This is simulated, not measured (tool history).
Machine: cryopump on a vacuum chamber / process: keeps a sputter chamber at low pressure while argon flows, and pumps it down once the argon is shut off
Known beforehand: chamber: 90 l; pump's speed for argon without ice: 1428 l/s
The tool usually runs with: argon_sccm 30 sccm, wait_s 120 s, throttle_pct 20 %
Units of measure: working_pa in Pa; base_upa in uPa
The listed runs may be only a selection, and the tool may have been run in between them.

{"run": 1, "hour": 0.0, "argon_sccm": 30, "wait_s": 120, "throttle_pct": 20, "working_pa": 0.1784, "base_upa": 1.3}
{"run": 2, "hour": 13.5, "argon_sccm": 30, "wait_s": 120, "throttle_pct": 20, "working_pa": 0.1796, "base_upa": 1.33}
{"run": 3, "hour": 39.8, "argon_sccm": 30, "wait_s": 120, "throttle_pct": 20, "working_pa": 0.1803, "base_upa": 1.33}
{"run": 4, "hour": 56.1, "argon_sccm": 30, "wait_s": 120, "throttle_pct": 19, "working_pa": 0.1902, "base_upa": 1.39}
{"run": 5, "hour": 67.8, "argon_sccm": 30, "wait_s": 120, "throttle_pct": 20, "working_pa": 0.1801, "base_upa": 1.37}
{"run": 6, "hour": 81.8, "argon_sccm": 30, "wait_s": 120, "throttle_pct": 20, "working_pa": 0.1801, "base_upa": 1.31}
{"run": 7, "hour": 107.7, "argon_sccm": 30, "wait_s": 120, "throttle_pct": 20, "working_pa": 0.1787, "base_upa": 1.37}
{"run": 8, "hour": 119.9, "argon_sccm": 30, "wait_s": 120, "throttle_pct": 20, "working_pa": 0.1779, "base_upa": 1.37}
{"run": 9, "hour": 132.0, "argon_sccm": 30, "wait_s": 120, "throttle_pct": 20, "working_pa": 0.1783, "base_upa": 1.41}
{"run": 10, "hour": 146.5, "argon_sccm": 30, "wait_s": 120, "throttle_pct": 20, "working_pa": 0.1784, "base_upa": 1.39}
{"hour": 164.4, "done": "leaking fittings of the chamber tightened, without venting"}
{"run": 11, "hour": 175.9, "argon_sccm": 30, "wait_s": 120, "throttle_pct": 20, "working_pa": 0.1806, "base_upa": 0.6}
{"run": 12, "hour": 202.7, "argon_sccm": 30, "wait_s": 120, "throttle_pct": 20, "working_pa": 0.1789, "base_upa": 0.61}
{"run": 13, "hour": 228.6, "argon_sccm": 30, "wait_s": 120, "throttle_pct": 20, "working_pa": 0.1788, "base_upa": 0.59}
{"run": 14, "hour": 247.6, "argon_sccm": 30, "wait_s": 120, "throttle_pct": 20, "working_pa": 0.1799, "base_upa": 0.57}
{"run": 15, "hour": 271.2, "argon_sccm": 30, "wait_s": 120, "throttle_pct": 20, "working_pa": 0.1802, "base_upa": 0.61}
{"run": 16, "hour": 291.1, "argon_sccm": 30, "wait_s": 120, "throttle_pct": 44, "working_pa": 0.0827, "base_upa": 0.59}
{"run": 17, "hour": 312.1, "argon_sccm": 30, "wait_s": 120, "throttle_pct": 44, "working_pa": 0.0843, "base_upa": 0.61}

What will run 18 give?
{"run": 18, "hour": 326.9, "argon_sccm": 24, "wait_s": 81, "throttle_pct": 34, "working_pa": "?", "base_upa": "?"}

working_pa: 0.0852 Pa
base_upa: 0.77 uPa
Were there no unlogged condition in the tool, this run, its random variation unchanged, would have produced working_pa 0.0832 Pa, base_upa 0.7 uPa.
